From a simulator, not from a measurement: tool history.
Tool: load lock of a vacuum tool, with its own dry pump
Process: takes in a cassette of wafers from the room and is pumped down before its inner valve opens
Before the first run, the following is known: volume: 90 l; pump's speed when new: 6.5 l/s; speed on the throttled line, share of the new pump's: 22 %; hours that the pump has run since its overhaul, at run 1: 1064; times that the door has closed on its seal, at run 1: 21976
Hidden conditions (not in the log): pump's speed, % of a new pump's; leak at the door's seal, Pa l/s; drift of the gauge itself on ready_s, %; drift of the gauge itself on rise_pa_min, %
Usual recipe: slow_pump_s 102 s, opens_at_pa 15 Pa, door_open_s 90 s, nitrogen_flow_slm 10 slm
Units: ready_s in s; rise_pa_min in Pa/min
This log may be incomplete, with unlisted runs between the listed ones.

run    hour  slow_pump_s  opens_at_pa  door_open_s  nitrogen_flow_slm  hours that the pump has run since its overhaul  times that the door has closed on its seal  incoming humidity of the room's air, %  ready_s  rise_pa_min
  1       0          102           15           90                 10                                            1064                                       21976                                    44.9    202.5        0.026
  2   471.7          102           15           90                 10                                            1535                                       23646                                    46.1    201.8        0.033
  3   915.9          102           15           90                 10                                            1980                                       25218                                    47.1    201.2        0.031
  4  1581.4          102           15           90                 10                                            2645                                       27574                                    45.3    202.2         0.03
  5  2161.8          102           15           90                 10                                            3225                                       29628                                    43.4    202.4        0.031
  6    2725          130           20          218                  7                                            3789                                       31622                                    43.4    219.9        0.052
  7    3265          130           20          218                  7                                            4329                                       33533                                    47.2    220.8        0.055
  8  3878.7          102           15           88                 10                                            4942                                       35705                                    46.7      202        0.031
  9  4450.1           56           19           29                 31                                            5514                                       37728                                    43.1    162.9        0.011
     4558.8  -- door's seal changed, seat wiped
 10  5057.6          169           12           90                 10                                            6120                                        1766                                    41.1    256.7        0.028

Each row is a separate what-if for the run after 10, all from the same tool condition, not one after another. Results?
  A  5418.6          127           12           62                 10                                            6481                                        3044                                    43.3        ?            ?
  B  5418.6          169           12           62                 10                                            6481                                        3044                                    45.5        ?            ?
  C  5418.6          102           21           90                 10                                            6481                                        3044                                    44.9        ?            ?
  D  5418.6           86           12           90                 10                                            6481                                        3044                                    45.7        ?            ?

run  ready_s  rise_pa_min
  A    222.1        0.023
  B    257.5        0.019
  C    199.7         0.03
  D    193.5        0.027
Take away the tool's hidden state, keep each run's random variation, and the runs would have read:
run  ready_s  rise_pa_min
  A      222        0.023
  B    257.5        0.019
  C    199.7         0.03
  D    193.5        0.027
